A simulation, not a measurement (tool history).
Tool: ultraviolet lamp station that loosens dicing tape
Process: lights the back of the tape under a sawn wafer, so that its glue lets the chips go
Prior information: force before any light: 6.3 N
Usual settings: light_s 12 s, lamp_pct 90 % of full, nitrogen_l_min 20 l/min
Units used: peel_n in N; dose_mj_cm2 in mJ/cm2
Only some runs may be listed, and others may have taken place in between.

run 1 hour=0 | light_s=12 lamp_pct=90 nitrogen_l_min=20 | peel_n=0.261 dose_mj_cm2=624
run 2 hour=11.6 | light_s=12 lamp_pct=90 nitrogen_l_min=20 | peel_n=0.272 dose_mj_cm2=615
run 3 hour=26 | light_s=12 lamp_pct=90 nitrogen_l_min=20 | peel_n=0.285 dose_mj_cm2=613
run 4 hour=43.6 | light_s=12 lamp_pct=90 nitrogen_l_min=20 | peel_n=0.272 dose_mj_cm2=608
run 5 hour=62.3 | light_s=12 lamp_pct=90 nitrogen_l_min=20 | peel_n=0.29 dose_mj_cm2=607
run 6 hour=78.2 | light_s=12 lamp_pct=67 nitrogen_l_min=20 | peel_n=0.508 dose_mj_cm2=447
run 7 hour=91.2 | light_s=12 lamp_pct=67 nitrogen_l_min=20 | peel_n=0.507 dose_mj_cm2=446
run 8 hour=110.5 | light_s=20 lamp_pct=90 nitrogen_l_min=20 | peel_n=0.15 dose_mj_cm2=989
run 9 hour=120 | light_s=20 lamp_pct=90 nitrogen_l_min=20 | peel_n=0.162 dose_mj_cm2=992
run 10 hour=140.1 | light_s=12 lamp_pct=90 nitrogen_l_min=7 | peel_n=0.687 dose_mj_cm2=589
run 11 hour=153.2 | light_s=7 lamp_pct=90 nitrogen_l_min=14 | peel_n=1.077 dose_mj_cm2=341
run 12 hour=166.7 | light_s=7 lamp_pct=90 nitrogen_l_min=14 | peel_n=1.106 dose_mj_cm2=340
run 13 hour=178.5 | light_s=7 lamp_pct=90 nitrogen_l_min=29 | peel_n=0.665 dose_mj_cm2=337
run 14 hour=191.2 | light_s=12 lamp_pct=86 nitrogen_l_min=10 | peel_n=0.574 dose_mj_cm2=549
-- hour=192.7 window cleaned of glue's vapour
run 15 hour=205.9 | light_s=8 lamp_pct=68 nitrogen_l_min=20 | peel_n=1.196 dose_mj_cm2=281
run 16 hour=216.8 | light_s=18 lamp_pct=72 nitrogen_l_min=28 | peel_n=0.211 dose_mj_cm2=659
run 17 hour=230.7 | light_s=18 lamp_pct=72 nitrogen_l_min=40 | peel_n=0.188 dose_mj_cm2=652
run 18 hour=239.9 | light_s=18 lamp_pct=72 nitrogen_l_min=40 | peel_n=0.18 dose_mj_cm2=653
run 19 hour=249 | light_s=12 lamp_pct=88 nitrogen_l_min=11 | peel_n=0.594 dose_mj_cm2=531

What if the next run were any one of these 3? Each begins from the tool's condition after run 19:
-- hour=255.9 window cleaned of glue's vapour, once more
run A hour=262.1 | light_s=11 lamp_pct=83 nitrogen_l_min=7 | peel_n=? dose_mj_cm2=?
-- hour=255.9 window cleaned of glue's vapour, once more
run B hour=262.1 | light_s=19 lamp_pct=77 nitrogen_l_min=11 | peel_n=? dose_mj_cm2=?
-- hour=255.9 window cleaned of glue's vapour, once more
run C hour=262.1 | light_s=12 lamp_pct=90 nitrogen_l_min=6 | peel_n=? dose_mj_cm2=?

run=A peel_n=0.888 dose_mj_cm2=511
run=B peel_n=0.254 dose_mj_cm2=815
run=C peel_n=0.74 dose_mj_cm2=599
Stripped of hidden state, with their random variation kept, the same runs would have yielded:
run=A peel_n=0.805 dose_mj_cm2=539
run=B peel_n=0.233 dose_mj_cm2=860
run=C peel_n=0.666 dose_mj_cm2=633
